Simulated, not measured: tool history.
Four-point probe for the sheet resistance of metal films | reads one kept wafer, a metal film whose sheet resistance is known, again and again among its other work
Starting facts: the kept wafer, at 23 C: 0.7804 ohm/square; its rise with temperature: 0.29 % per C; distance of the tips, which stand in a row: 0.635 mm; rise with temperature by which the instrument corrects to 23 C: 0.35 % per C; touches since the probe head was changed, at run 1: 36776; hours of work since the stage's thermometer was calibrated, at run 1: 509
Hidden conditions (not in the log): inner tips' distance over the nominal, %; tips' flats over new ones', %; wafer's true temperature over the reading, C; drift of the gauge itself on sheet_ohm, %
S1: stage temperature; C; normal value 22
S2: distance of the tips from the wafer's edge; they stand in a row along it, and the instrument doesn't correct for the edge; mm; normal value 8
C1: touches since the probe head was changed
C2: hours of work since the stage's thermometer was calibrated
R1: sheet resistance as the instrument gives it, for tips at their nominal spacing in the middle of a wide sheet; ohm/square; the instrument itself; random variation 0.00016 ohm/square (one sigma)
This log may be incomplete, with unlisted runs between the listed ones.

| run | hour | S1 | S2 | C1 | C2 | R1 |
|---|---|---|---|---|---|---|
| 1 | 0 | 22 | 8 | 36776 | 509 | 0.783507 |
| 2 | 23.3 | 22 | 8 | 37463 | 526 | 0.783592 |
| 3 | 49.4 | 34 | 8 | 38231 | 546 | 0.778152 |
| 4 | 70.4 | 34 | 8 | 38852 | 561 | 0.778499 |
| 5 | 98.9 | 22 | 8 | 39690 | 582 | 0.783204 |
| 6 | 118.6 | 22 | 8 | 40270 | 597 | 0.78374 |
| 7 | 138.9 | 22 | 8 | 40870 | 612 | 0.783627 |
| 8 | 160.7 | 22 | 8 | 41512 | 628 | 0.783468 |
| 9 | 185.4 | 22 | 8 | 42240 | 646 | 0.783406 |
| 10 | 206.7 | 22 | 8 | 42867 | 662 | 0.783335 |
| 11 | 232.8 | 22 | 8 | 43638 | 681 | 0.783461 |

For run 12, what comes out?
| 12 | 263.2 | 22 | 8 | 44534 | 704 | ? |

Run 12 yielded R1 0.78344 ohm/square.
With the hidden condition absent and the run-to-run variation left alone, this run would have shown R1 0.783421 ohm/square.
